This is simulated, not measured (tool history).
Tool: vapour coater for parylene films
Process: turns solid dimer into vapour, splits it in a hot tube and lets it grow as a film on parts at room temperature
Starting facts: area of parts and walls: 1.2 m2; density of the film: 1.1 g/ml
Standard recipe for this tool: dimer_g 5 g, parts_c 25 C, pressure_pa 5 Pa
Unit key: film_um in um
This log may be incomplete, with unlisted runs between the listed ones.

run	hour	dimer_g	parts_c	pressure_pa	film_um
1	0	5	25	5	2.8
2	21.7	5	36	5	1.69
3	44	5	19	5	3.65
4	68.2	5	19	5	3.66
5	95.8	5	19	5	3.69
6	116.5	5	25	5	2.83
7	133.5	5	25	5	2.79
8	161.5	5	25	5	2.79
9	186.8	5	25	5	2.77
10	219	5	25	5	2.76
11	239.8	5	25	5	2.76
12	256.7	5	25	5	2.74
13	283.1	5	35	5	1.75
14	300.5	6	25	5	3.28
15	320.5	6	25	5	3.31
16	339.1	3	22	5	1.88
17	365.1	2	32	5	0.8
18	390.4	5	30	11.98	1.77
19	417.4	2	29	2.09	1.1
20	441.3	5	23	6.67	2.82
21	473.6	5	23	6.67	2.78
22	503.3	5	23	6.67	2.78
23	517.3	5	23	6.67	2.77
24	542.6	3	23	2.78	2.06
25	562.5	8	23	5	4.76
26	587.1	5	20	5.3	3.35
27	612.2	5	20	5.3	3.33
28	630.7	5	20	5.3	3.34
29	657	5	20	5.3	3.3

Each run again, without the hidden state but with its own random variation kept:
The tool's hidden condition here consists of: vapour lost through the trap's worn valve, %; true temperature of the parts over the reading, C; drift of the gauge itself on film_um, %.
run	film_um
1	2.8
2	1.7
3	3.67
4	3.69
5	3.72
6	2.86
7	2.82
8	2.83
9	2.82
10	2.81
11	2.81
12	2.8
13	1.79
14	3.36
15	3.4
16	1.93
17	0.83
18	1.82
19	1.14
20	2.92
21	2.88
22	2.89
23	2.89
24	2.15
25	4.97
26	3.51
27	3.49
28	3.51
29	3.47

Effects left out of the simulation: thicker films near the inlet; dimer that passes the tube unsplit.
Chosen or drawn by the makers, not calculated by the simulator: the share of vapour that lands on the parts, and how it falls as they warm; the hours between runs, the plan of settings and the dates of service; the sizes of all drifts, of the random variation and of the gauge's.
